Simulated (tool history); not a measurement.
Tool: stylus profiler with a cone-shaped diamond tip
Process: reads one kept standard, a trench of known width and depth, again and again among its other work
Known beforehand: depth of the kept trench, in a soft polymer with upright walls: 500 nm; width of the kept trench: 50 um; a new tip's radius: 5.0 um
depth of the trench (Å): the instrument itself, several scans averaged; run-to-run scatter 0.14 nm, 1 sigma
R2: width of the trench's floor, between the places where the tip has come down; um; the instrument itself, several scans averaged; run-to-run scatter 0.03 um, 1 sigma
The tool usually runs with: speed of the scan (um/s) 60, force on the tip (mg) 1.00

run 1 day=0.000 | speed_of_the_scan_(um/s)=60 force_on_the_tip_(mg)=1.00 | depth_of_the_trench_(Å)=5046.2 R2=43.69
run 2 day=2.358 | speed_of_the_scan_(um/s)=133 force_on_the_tip_(mg)=1.00 | depth_of_the_trench_(Å)=5049.6 R2=43.07
run 3 day=5.454 | speed_of_the_scan_(um/s)=133 force_on_the_tip_(mg)=1.00 | depth_of_the_trench_(Å)=5051.8 R2=42.83
run 4 day=6.975 | speed_of_the_scan_(um/s)=122 force_on_the_tip_(mg)=1.00 | depth_of_the_trench_(Å)=5051.9 R2=42.79
run 5 day=9.192 | speed_of_the_scan_(um/s)=122 force_on_the_tip_(mg)=1.00 | depth_of_the_trench_(Å)=5050.9 R2=42.66
-- day=9.425 height scale calibrated on a step standard
run 6 day=11.808 | speed_of_the_scan_(um/s)=23 force_on_the_tip_(mg)=2.52 | depth_of_the_trench_(Å)=5091.3 R2=43.09
run 7 day=14.308 | speed_of_the_scan_(um/s)=164 force_on_the_tip_(mg)=1.25 | depth_of_the_trench_(Å)=5068.2 R2=42.11
run 8 day=17.196 | speed_of_the_scan_(um/s)=64 force_on_the_tip_(mg)=0.54 | depth_of_the_trench_(Å)=5052.9 R2=42.24
run 9 day=20.642 | speed_of_the_scan_(um/s)=191 force_on_the_tip_(mg)=1.00 | depth_of_the_trench_(Å)=5066.8 R2=41.46
run 10 day=22.546 | speed_of_the_scan_(um/s)=188 force_on_the_tip_(mg)=0.37 | depth_of_the_trench_(Å)=5048.3 R2=40.67

Consider 3 possible next runs. They are alternatives, not a sequence: every one starts from the tool as it was left by run 10. What does each give?
run A day=25.142 | speed_of_the_scan_(um/s)=16 force_on_the_tip_(mg)=1.94 | depth_of_the_trench_(Å)=? R2=?
run B day=25.142 | speed_of_the_scan_(um/s)=20 force_on_the_tip_(mg)=0.70 | depth_of_the_trench_(Å)=? R2=?
run C day=25.142 | speed_of_the_scan_(um/s)=26 force_on_the_tip_(mg)=2.36 | depth_of_the_trench_(Å)=? R2=?

run=A depth_of_the_trench_(Å)=5087.5 R2=42.23
run=B depth_of_the_trench_(Å)=5060.7 R2=42.17
run=C depth_of_the_trench_(Å)=5095.5 R2=42.18
The same runs, with their run-to-run variation unchanged, on a tool lacking any hidden condition would have given:
run=A depth_of_the_trench_(Å)=5056.3 R2=45.58
run=B depth_of_the_trench_(Å)=5029.7 R2=45.52
run=C depth_of_the_trench_(Å)=5064.3 R2=45.53

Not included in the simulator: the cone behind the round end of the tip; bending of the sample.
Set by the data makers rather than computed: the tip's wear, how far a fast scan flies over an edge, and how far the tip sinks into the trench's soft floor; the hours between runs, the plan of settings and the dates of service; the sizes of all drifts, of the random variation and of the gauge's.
